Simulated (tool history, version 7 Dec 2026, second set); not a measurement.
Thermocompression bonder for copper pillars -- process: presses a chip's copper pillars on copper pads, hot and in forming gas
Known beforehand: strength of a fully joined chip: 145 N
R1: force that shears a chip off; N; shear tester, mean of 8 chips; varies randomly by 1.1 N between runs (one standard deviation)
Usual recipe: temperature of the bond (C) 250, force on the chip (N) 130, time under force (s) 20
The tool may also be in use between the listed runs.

run 1 hour=0.0 | temperature_of_the_bond_(C)=250 force_on_the_chip_(N)=130 time_under_force_(s)=20 | R1=101.6
-- hour=12.8 heater calibrated with a thermocouple chip
run 2 hour=55.1 | temperature_of_the_bond_(C)=250 force_on_the_chip_(N)=130 time_under_force_(s)=20 | R1=102.8
run 3 hour=88.2 | temperature_of_the_bond_(C)=250 force_on_the_chip_(N)=130 time_under_force_(s)=20 | R1=101.5
run 4 hour=123.6 | temperature_of_the_bond_(C)=227 force_on_the_chip_(N)=130 time_under_force_(s)=20 | R1=76.5
run 5 hour=165.9 | temperature_of_the_bond_(C)=250 force_on_the_chip_(N)=130 time_under_force_(s)=44 | R1=122.7
run 6 hour=205.6 | temperature_of_the_bond_(C)=250 force_on_the_chip_(N)=128 time_under_force_(s)=20 | R1=101.1
-- hour=236.7 forming gas filter changed
run 7 hour=244.6 | temperature_of_the_bond_(C)=250 force_on_the_chip_(N)=130 time_under_force_(s)=20 | R1=100.7
run 8 hour=303.9 | temperature_of_the_bond_(C)=250 force_on_the_chip_(N)=130 time_under_force_(s)=20 | R1=102.1
run 9 hour=364.2 | temperature_of_the_bond_(C)=250 force_on_the_chip_(N)=130 time_under_force_(s)=20 | R1=102.1
run 10 hour=400.6 | temperature_of_the_bond_(C)=250 force_on_the_chip_(N)=130 time_under_force_(s)=20 | R1=102.4
run 11 hour=429.0 | temperature_of_the_bond_(C)=250 force_on_the_chip_(N)=130 time_under_force_(s)=20 | R1=101.5
run 12 hour=474.0 | temperature_of_the_bond_(C)=250 force_on_the_chip_(N)=130 time_under_force_(s)=20 | R1=102.7
run 13 hour=517.4 | temperature_of_the_bond_(C)=250 force_on_the_chip_(N)=130 time_under_force_(s)=20 | R1=100.8
run 14 hour=546.3 | temperature_of_the_bond_(C)=250 force_on_the_chip_(N)=130 time_under_force_(s)=20 | R1=101.7
-- hour=554.0 forming gas filter changed
run 15 hour=607.9 | temperature_of_the_bond_(C)=273 force_on_the_chip_(N)=130 time_under_force_(s)=20 | R1=124.5
run 16 hour=643.8 | temperature_of_the_bond_(C)=250 force_on_the_chip_(N)=130 time_under_force_(s)=17 | R1=98.4
run 17 hour=705.0 | temperature_of_the_bond_(C)=250 force_on_the_chip_(N)=123 time_under_force_(s)=20 | R1=99.6
run 18 hour=766.6 | temperature_of_the_bond_(C)=250 force_on_the_chip_(N)=123 time_under_force_(s)=20 | R1=98.5
run 19 hour=794.4 | temperature_of_the_bond_(C)=250 force_on_the_chip_(N)=123 time_under_force_(s)=20 | R1=97.8
run 20 hour=851.6 | temperature_of_the_bond_(C)=280 force_on_the_chip_(N)=123 time_under_force_(s)=20 | R1=125.3
-- hour=870.3 forming gas filter changed
run 21 hour=903.4 | temperature_of_the_bond_(C)=250 force_on_the_chip_(N)=100 time_under_force_(s)=50 | R1=108.1
run 22 hour=948.3 | temperature_of_the_bond_(C)=252 force_on_the_chip_(N)=161 time_under_force_(s)=17 | R1=111.4
run 23 hour=983.1 | temperature_of_the_bond_(C)=231 force_on_the_chip_(N)=81 time_under_force_(s)=17 | R1=47.2
run 24 hour=1021.9 | temperature_of_the_bond_(C)=231 force_on_the_chip_(N)=81 time_under_force_(s)=17 | R1=49.5
run 25 hour=1072.5 | temperature_of_the_bond_(C)=250 force_on_the_chip_(N)=127 time_under_force_(s)=20 | R1=99.3
run 26 hour=1103.0 | temperature_of_the_bond_(C)=256 force_on_the_chip_(N)=177 time_under_force_(s)=33 | R1=132.0
run 27 hour=1137.2 | temperature_of_the_bond_(C)=250 force_on_the_chip_(N)=164 time_under_force_(s)=15 | R1=110.9
-- hour=1188.0 forming gas filter changed
run 28 hour=1193.2 | temperature_of_the_bond_(C)=279 force_on_the_chip_(N)=130 time_under_force_(s)=17 | R1=126.1
run 29 hour=1244.6 | temperature_of_the_bond_(C)=279 force_on_the_chip_(N)=130 time_under_force_(s)=17 | R1=124.6
run 30 hour=1290.2 | temperature_of_the_bond_(C)=260 force_on_the_chip_(N)=141 time_under_force_(s)=14 | R1=108.0
run 31 hour=1351.1 | temperature_of_the_bond_(C)=260 force_on_the_chip_(N)=141 time_under_force_(s)=14 | R1=110.7
-- hour=1358.0 heater calibrated with a thermocouple chip
run 32 hour=1405.1 | temperature_of_the_bond_(C)=260 force_on_the_chip_(N)=141 time_under_force_(s)=14 | R1=108.3
run 33 hour=1431.2 | temperature_of_the_bond_(C)=263 force_on_the_chip_(N)=100 time_under_force_(s)=40 | R1=115.9
run 34 hour=1486.9 | temperature_of_the_bond_(C)=263 force_on_the_chip_(N)=100 time_under_force_(s)=40 | R1=115.8
-- hour=1507.3 forming gas filter changed
run 35 hour=1546.4 | temperature_of_the_bond_(C)=251 force_on_the_chip_(N)=130 time_under_force_(s)=11 | R1=88.3
run 36 hour=1583.8 | temperature_of_the_bond_(C)=232 force_on_the_chip_(N)=130 time_under_force_(s)=15 | R1=73.6
run 37 hour=1617.7 | temperature_of_the_bond_(C)=265 force_on_the_chip_(N)=130 time_under_force_(s)=20 | R1=117.3
run 38 hour=1650.8 | temperature_of_the_bond_(C)=256 force_on_the_chip_(N)=158 time_under_force_(s)=44 | R1=132.9

3 options for the next run, each taken on its own from the tool as it stands now. Forecast them:
run A hour=1692.6 | temperature_of_the_bond_(C)=250 force_on_the_chip_(N)=130 time_under_force_(s)=31 | R1=?
run B hour=1692.6 | temperature_of_the_bond_(C)=256 force_on_the_chip_(N)=137 time_under_force_(s)=42 | R1=?
run C hour=1692.6 | temperature_of_the_bond_(C)=225 force_on_the_chip_(N)=158 time_under_force_(s)=45 | R1=?

run=A R1=112.6
run=B R1=126.4
run=C R1=107.5
What these runs would have given with no unlogged condition in the tool:
run=A R1=113.0
run=B R1=126.7
run=C R1=107.9

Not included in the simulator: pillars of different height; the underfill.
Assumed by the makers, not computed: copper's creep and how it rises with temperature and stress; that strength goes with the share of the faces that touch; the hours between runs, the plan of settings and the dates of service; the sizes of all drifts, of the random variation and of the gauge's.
